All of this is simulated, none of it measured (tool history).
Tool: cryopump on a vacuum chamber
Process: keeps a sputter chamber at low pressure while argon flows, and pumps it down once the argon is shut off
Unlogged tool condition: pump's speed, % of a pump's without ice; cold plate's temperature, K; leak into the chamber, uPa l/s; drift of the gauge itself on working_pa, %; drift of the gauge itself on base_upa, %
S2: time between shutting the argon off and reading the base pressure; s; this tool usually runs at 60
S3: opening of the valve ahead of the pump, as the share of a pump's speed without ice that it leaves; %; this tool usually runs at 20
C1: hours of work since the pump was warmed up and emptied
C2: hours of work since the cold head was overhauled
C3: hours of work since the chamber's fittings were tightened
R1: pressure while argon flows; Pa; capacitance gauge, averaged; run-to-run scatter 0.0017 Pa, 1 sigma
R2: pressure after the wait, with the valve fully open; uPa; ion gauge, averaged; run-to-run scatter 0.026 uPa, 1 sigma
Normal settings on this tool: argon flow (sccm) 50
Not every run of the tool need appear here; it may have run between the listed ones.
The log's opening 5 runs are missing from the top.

{"run": 6, "hour": 378.7, "argon flow (sccm)": 80, "S2": 60, "S3": 20, "C1": 50, "C2": 544, "C3": 544, "R1": 0.6561, "R2": 2.05}
{"run": 7, "hour": 464.0, "argon flow (sccm)": 80, "S2": 60, "S3": 20, "C1": 105, "C2": 600, "C3": 600, "R1": 0.6555, "R2": 2.08}
{"run": 8, "hour": 518.3, "argon flow (sccm)": 50, "S2": 60, "S3": 20, "C1": 140, "C2": 635, "C3": 635, "R1": 0.4104, "R2": 2.25}
{"run": 9, "hour": 577.8, "argon flow (sccm)": 50, "S2": 60, "S3": 20, "C1": 179, "C2": 673, "C3": 673, "R1": 0.4141, "R2": 2.29}
{"run": 10, "hour": 645.0, "argon flow (sccm)": 82, "S2": 60, "S3": 20, "C1": 223, "C2": 717, "C3": 717, "R1": 0.6804, "R2": 2.42}
{"run": 11, "hour": 699.2, "argon flow (sccm)": 82, "S2": 60, "S3": 20, "C1": 258, "C2": 752, "C3": 752, "R1": 0.6833, "R2": 2.56}
{"run": 12, "hour": 760.4, "argon flow (sccm)": 50, "S2": 60, "S3": 39, "C1": 298, "C2": 792, "C3": 792, "R1": 0.2239, "R2": 2.67}
{"run": 13, "hour": 800.5, "argon flow (sccm)": 50, "S2": 60, "S3": 39, "C1": 324, "C2": 818, "C3": 818, "R1": 0.223, "R2": 2.63}
{"run": 14, "hour": 897.8, "argon flow (sccm)": 50, "S2": 60, "S3": 39, "C1": 387, "C2": 881, "C3": 881, "R1": 0.2276, "R2": 2.96}
{"run": 15, "hour": 939.3, "argon flow (sccm)": 50, "S2": 60, "S3": 39, "C1": 414, "C2": 908, "C3": 908, "R1": 0.2287, "R2": 2.99}
{"run": 16, "hour": 1028.8, "argon flow (sccm)": 93, "S2": 236, "S3": 39, "C1": 472, "C2": 967, "C3": 967, "R1": 0.4295, "R2": 2.52}
{"hour": 1069.2, "done": "pump warmed up, emptied and cooled again"}
{"run": 17, "hour": 1090.9, "argon flow (sccm)": 93, "S2": 236, "S3": 39, "C1": 14, "C2": 1004, "C3": 1004, "R1": 0.3915, "R2": 2.16}
{"run": 18, "hour": 1143.7, "argon flow (sccm)": 85, "S2": 60, "S3": 27, "C1": 48, "C2": 1038, "C3": 1038, "R1": 0.5153, "R2": 2.85}
{"run": 19, "hour": 1192.6, "argon flow (sccm)": 50, "S2": 23, "S3": 20, "C1": 80, "C2": 1070, "C3": 1070, "R1": 0.4113, "R2": 4.25}
{"run": 20, "hour": 1269.1, "argon flow (sccm)": 93, "S2": 60, "S3": 17, "C1": 130, "C2": 1119, "C3": 1119, "R1": 0.9025, "R2": 3.15}
{"run": 21, "hour": 1354.6, "argon flow (sccm)": 93, "S2": 60, "S3": 17, "C1": 185, "C2": 1175, "C3": 1175, "R1": 0.9023, "R2": 3.19}
{"run": 22, "hour": 1441.1, "argon flow (sccm)": 50, "S2": 60, "S3": 26, "C1": 242, "C2": 1231, "C3": 1231, "R1": 0.3222, "R2": 3.38}
{"run": 23, "hour": 1539.6, "argon flow (sccm)": 28, "S2": 44, "S3": 34, "C1": 306, "C2": 1295, "C3": 1295, "R1": 0.1428, "R2": 3.93}
{"run": 24, "hour": 1628.9, "argon flow (sccm)": 38, "S2": 60, "S3": 54, "C1": 364, "C2": 1353, "C3": 1353, "R1": 0.1273, "R2": 3.82}
{"run": 25, "hour": 1703.1, "argon flow (sccm)": 29, "S2": 29, "S3": 20, "C1": 412, "C2": 1401, "C3": 1401, "R1": 0.2475, "R2": 4.81}
{"run": 26, "hour": 1789.3, "argon flow (sccm)": 29, "S2": 99, "S3": 38, "C1": 468, "C2": 1457, "C3": 1457, "R1": 0.1377, "R2": 3.94}
{"hour": 1832.8, "done": "pump warmed up, emptied and cooled again"}
{"run": 27, "hour": 1869.9, "argon flow (sccm)": 29, "S2": 99, "S3": 38, "C1": 24, "C2": 1507, "C3": 1507, "R1": 0.1257, "R2": 3.31}
{"run": 28, "hour": 1936.9, "argon flow (sccm)": 50, "S2": 60, "S3": 56, "C1": 68, "C2": 1550, "C3": 1550, "R1": 0.1505, "R2": 3.77}
{"run": 29, "hour": 2000.5, "argon flow (sccm)": 50, "S2": 91, "S3": 35, "C1": 109, "C2": 1591, "C3": 1591, "R1": 0.24, "R2": 3.63}
{"run": 30, "hour": 2086.3, "argon flow (sccm)": 50, "S2": 257, "S3": 21, "C1": 165, "C2": 1647, "C3": 1647, "R1": 0.3982, "R2": 3.53}

Each row is a separate what-if for the run after 30, all from the same tool condition, not one after another. Results?
{"run": "A", "hour": 2145.2, "argon flow (sccm)": 63, "S2": 81, "S3": 21, "C1": 203, "C2": 1685, "C3": 1685, "R1": "?", "R2": "?"}
{"run": "B", "hour": 2145.2, "argon flow (sccm)": 26, "S2": 101, "S3": 39, "C1": 203, "C2": 1685, "C3": 1685, "R1": "?", "R2": "?"}
{"run": "C", "hour": 2145.2, "argon flow (sccm)": 50, "S2": 139, "S3": 21, "C1": 203, "C2": 1685, "C3": 1685, "R1": "?", "R2": "?"}
{"run": "D", "hour": 2145.2, "argon flow (sccm)": 50, "S2": 29, "S3": 21, "C1": 203, "C2": 1685, "C3": 1685, "R1": "?", "R2": "?"}

run=A R1=0.4981 R2=3.99
run=B R1=0.1139 R2=3.91
run=C R1=0.3965 R2=3.76
run=D R1=0.3976 R2=5.2
Had the tool no hidden state, the same runs would have come out as:
run=A R1=0.4849 R2=0.91
run=B R1=0.1084 R2=0.8
run=C R1=0.386 R2=0.65
run=D R1=0.3871 R2=2.06

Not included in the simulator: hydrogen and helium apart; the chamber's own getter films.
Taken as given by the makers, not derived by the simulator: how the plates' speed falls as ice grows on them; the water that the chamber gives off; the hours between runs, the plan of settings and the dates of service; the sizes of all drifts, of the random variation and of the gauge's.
